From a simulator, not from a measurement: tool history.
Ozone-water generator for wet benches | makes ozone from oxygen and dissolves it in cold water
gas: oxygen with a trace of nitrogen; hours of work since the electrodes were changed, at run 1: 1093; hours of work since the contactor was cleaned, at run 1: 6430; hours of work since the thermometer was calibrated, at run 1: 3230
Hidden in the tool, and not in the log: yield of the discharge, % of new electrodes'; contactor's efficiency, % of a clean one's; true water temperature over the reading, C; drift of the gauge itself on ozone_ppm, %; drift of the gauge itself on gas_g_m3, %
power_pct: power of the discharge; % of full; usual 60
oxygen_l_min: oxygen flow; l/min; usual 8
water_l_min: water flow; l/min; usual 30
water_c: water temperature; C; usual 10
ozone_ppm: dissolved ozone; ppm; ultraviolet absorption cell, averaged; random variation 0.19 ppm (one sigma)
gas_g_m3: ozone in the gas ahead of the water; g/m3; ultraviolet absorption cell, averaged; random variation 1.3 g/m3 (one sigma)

run	hour	power_pct	oxygen_l_min	water_l_min	water_c	hours of work since the electrodes were changed	hours of work since the contactor was cleaned	hours of work since the thermometer was calibrated	ozone_ppm	gas_g_m3
1	0	60	8	30	10	1093	6430	3230	27.8	241
2	45.7	60	8	30	10	1133	6470	3270	27.9	237.5
3	86.6	60	8	30	10	1169	6506	3306	28	242
# hour 108.4: water thermometer calibrated
4	147.9	60	8	30	10	1223	6560	35	28	240.5
5	222	60	8	30	10	1288	6625	100	27.7	240.4
6	266	60	9.59	30	10	1327	6664	139	28.3	220
7	322.7	60	9.59	30	10	1377	6714	189	28.3	219.1
8	387.8	60	9.59	30	10	1434	6771	246	28.3	220
# hour 400.9: contactor cleaned
9	459.9	60	9.59	30	10	1495	52	306	28.5	220.9
10	508.9	60	9.59	30	10	1538	95	350	27.9	221.2
11	599	90	9.59	30	10	1617	175	429	37.3	287.9
12	640.9	99	9.59	30	14	1654	212	466	37.1	306.8
13	734.5	83	6.67	38	16	1737	294	549	26.1	328.9
14	830.4	83	6.67	38	16	1821	379	633	26	328.6
15	926.1	83	4.54	26	16	1906	463	718	33.7	402.2
16	1015.6	67	7.02	25	7	1985	542	797	35.3	279.2
17	1105.6	67	7.02	25	7	2064	621	876	35.5	280.6
18	1189.9	60	8	21	5	2138	696	950	39.1	243.4
19	1282	92	4.54	18	7	2220	777	1032	54.4	433.7

3 ways to go on from here, each from the tool as it stands after run 19. What would each give?
A	1324.8	60	4.54	27	7	2257	815	1069	?	?
B	1324.8	60	8	30	15	2257	815	1069	?	?
C	1324.8	46	4.54	27	7	2257	815	1069	?	?

run	ozone_ppm	gas_g_m3
A	28.7	323.4
B	26.1	243
C	24.2	272.6
Without the tool's hidden state the same runs would have given:
run	ozone_ppm	gas_g_m3
A	28.7	318.8
B	26.1	239.5
C	24.2	268.7
